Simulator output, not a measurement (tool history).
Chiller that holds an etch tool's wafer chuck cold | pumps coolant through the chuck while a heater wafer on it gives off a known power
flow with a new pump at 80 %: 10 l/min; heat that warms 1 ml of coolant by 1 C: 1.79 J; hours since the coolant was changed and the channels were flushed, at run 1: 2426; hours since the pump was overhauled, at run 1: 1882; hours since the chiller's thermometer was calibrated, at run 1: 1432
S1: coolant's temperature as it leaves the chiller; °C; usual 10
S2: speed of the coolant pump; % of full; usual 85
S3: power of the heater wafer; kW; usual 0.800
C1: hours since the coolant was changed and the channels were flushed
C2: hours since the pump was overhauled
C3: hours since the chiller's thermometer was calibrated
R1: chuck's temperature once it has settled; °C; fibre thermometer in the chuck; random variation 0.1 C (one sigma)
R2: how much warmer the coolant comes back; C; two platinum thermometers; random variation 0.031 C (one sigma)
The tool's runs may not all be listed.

{"run": 1, "day": 0.0, "S1": 10, "S2": 85, "S3": 0.8, "C1": 2426, "C2": 1882, "C3": 1432, "R1": 18.9, "R2": 2.7}
{"run": 2, "day": 1.996, "S1": 9, "S2": 85, "S3": 0.8, "C1": 2474, "C2": 1930, "C3": 1480, "R1": 17.9, "R2": 2.79}
{"run": 3, "day": 3.529, "S1": 10, "S2": 85, "S3": 0.8, "C1": 2511, "C2": 1967, "C3": 1517, "R1": 18.8, "R2": 2.82}
{"run": 4, "day": 4.483, "S1": 10, "S2": 85, "S3": 0.8, "C1": 2534, "C2": 1990, "C3": 1540, "R1": 18.9, "R2": 2.8}
{"run": 5, "day": 5.912, "S1": 10, "S2": 85, "S3": 0.8, "C1": 2568, "C2": 2024, "C3": 1574, "R1": 18.8, "R2": 2.77}
{"run": 6, "day": 7.038, "S1": 10, "S2": 94, "S3": 0.8, "C1": 2595, "C2": 2051, "C3": 1601, "R1": 18.3, "R2": 2.48}
{"run": 7, "day": 8.767, "S1": 10, "S2": 94, "S3": 0.8, "C1": 2637, "C2": 2093, "C3": 1643, "R1": 18.4, "R2": 2.49}
{"run": 8, "day": 9.717, "S1": 10, "S2": 68, "S3": 0.8, "C1": 2659, "C2": 2115, "C3": 1666, "R1": 20.4, "R2": 3.56}
{"run": 9, "day": 11.571, "S1": 10, "S2": 68, "S3": 0.8, "C1": 2704, "C2": 2160, "C3": 1710, "R1": 20.4, "R2": 3.56}
{"run": 10, "day": 12.583, "S1": 10, "S2": 68, "S3": 0.8, "C1": 2728, "C2": 2184, "C3": 1734, "R1": 20.5, "R2": 3.59}
{"day": 12.817, "done": "chiller's thermometer calibrated"}
{"run": 11, "day": 13.8, "S1": 10, "S2": 85, "S3": 0.8, "C1": 2756, "C2": 2212, "C3": 24, "R1": 19.4, "R2": 2.82}
{"run": 12, "day": 14.638, "S1": 10, "S2": 85, "S3": 0.8, "C1": 2776, "C2": 2232, "C3": 44, "R1": 19.4, "R2": 2.82}
{"run": 13, "day": 16.225, "S1": 10, "S2": 85, "S3": 0.8, "C1": 2815, "C2": 2271, "C3": 82, "R1": 19.4, "R2": 2.81}
{"run": 14, "day": 17.817, "S1": 10, "S2": 85, "S3": 0.8, "C1": 2853, "C2": 2309, "C3": 120, "R1": 19.2, "R2": 2.82}
{"run": 15, "day": 18.892, "S1": 10, "S2": 85, "S3": 0.436, "C1": 2879, "C2": 2335, "C3": 146, "R1": 15.3, "R2": 1.55}
{"run": 16, "day": 19.892, "S1": 10, "S2": 85, "S3": 0.436, "C1": 2903, "C2": 2359, "C3": 170, "R1": 15.5, "R2": 1.52}
{"run": 17, "day": 21.096, "S1": 1, "S2": 85, "S3": 0.8, "C1": 2931, "C2": 2388, "C3": 199, "R1": 10.6, "R2": 2.84}
{"day": 21.275, "done": "chiller's thermometer calibrated, once more"}
{"run": 18, "day": 22.933, "S1": 1, "S2": 85, "S3": 0.545, "C1": 2975, "C2": 2431, "C3": 40, "R1": 6.9, "R2": 2.0}
{"run": 19, "day": 23.908, "S1": 14, "S2": 73, "S3": 0.681, "C1": 2998, "C2": 2454, "C3": 63, "R1": 22.3, "R2": 2.81}
{"run": 20, "day": 25.508, "S1": 14, "S2": 73, "S3": 0.681, "C1": 3036, "C2": 2492, "C3": 102, "R1": 22.2, "R2": 2.81}
{"run": 21, "day": 26.958, "S1": 14, "S2": 73, "S3": 0.681, "C1": 3071, "C2": 2527, "C3": 136, "R1": 22.3, "R2": 2.84}
{"run": 22, "day": 28.104, "S1": 14, "S2": 73, "S3": 0.655, "C1": 3099, "C2": 2555, "C3": 164, "R1": 22.1, "R2": 2.77}
{"run": 23, "day": 28.996, "S1": 1, "S2": 73, "S3": 0.655, "C1": 3120, "C2": 2576, "C3": 185, "R1": 9.1, "R2": 2.77}
{"run": 24, "day": 29.867, "S1": 9, "S2": 73, "S3": 1.094, "C1": 3141, "C2": 2597, "C3": 206, "R1": 22.6, "R2": 4.61}
{"run": 25, "day": 30.888, "S1": 9, "S2": 73, "S3": 1.094, "C1": 3165, "C2": 2621, "C3": 231, "R1": 22.6, "R2": 4.64}
{"run": 26, "day": 32.383, "S1": 7, "S2": 78, "S3": 0.77, "C1": 3201, "C2": 2657, "C3": 267, "R1": 16.1, "R2": 3.03}
{"run": 27, "day": 33.45, "S1": 19, "S2": 74, "S3": 0.633, "C1": 3227, "C2": 2683, "C3": 292, "R1": 26.9, "R2": 2.66}
{"run": 28, "day": 35.258, "S1": 19, "S2": 74, "S3": 0.633, "C1": 3270, "C2": 2726, "C3": 336, "R1": 26.8, "R2": 2.62}
{"run": 29, "day": 36.475, "S1": 19, "S2": 74, "S3": 0.633, "C1": 3300, "C2": 2756, "C3": 365, "R1": 26.8, "R2": 2.63}
{"run": 30, "day": 37.342, "S1": 10, "S2": 65, "S3": 0.487, "C1": 3320, "C2": 2776, "C3": 386, "R1": 16.6, "R2": 2.34}
{"run": 31, "day": 38.883, "S1": 10, "S2": 69, "S3": 1.076, "C1": 3357, "C2": 2813, "C3": 423, "R1": 24.0, "R2": 4.88}

Forecast each of these 4 alternatives for the next run:
{"run": "A", "day": 40.208, "S1": 8, "S2": 84, "S3": 0.949, "C1": 3389, "C2": 2845, "C3": 454, "R1": "?", "R2": "?"}
{"run": "B", "day": 40.208, "S1": 12, "S2": 81, "S3": 0.842, "C1": 3389, "C2": 2845, "C3": 454, "R1": "?", "R2": "?"}
{"run": "C", "day": 40.208, "S1": 10, "S2": 88, "S3": 1.076, "C1": 3389, "C2": 2845, "C3": 454, "R1": "?", "R2": "?"}
{"run": "D", "day": 40.208, "S1": 17, "S2": 73, "S3": 1.028, "C1": 3389, "C2": 2845, "C3": 454, "R1": "?", "R2": "?"}

run=A R1=18.8 R2=3.49
run=B R1=21.9 R2=3.19
run=C R1=21.9 R2=3.72
run=D R1=30.0 R2=4.39
Without the tool's hidden state the same runs would have given:
run=A R1=16.6 R2=3.04
run=B R1=19.9 R2=2.77
run=C R1=19.4 R2=3.23
run=D R1=27.3 R2=3.83
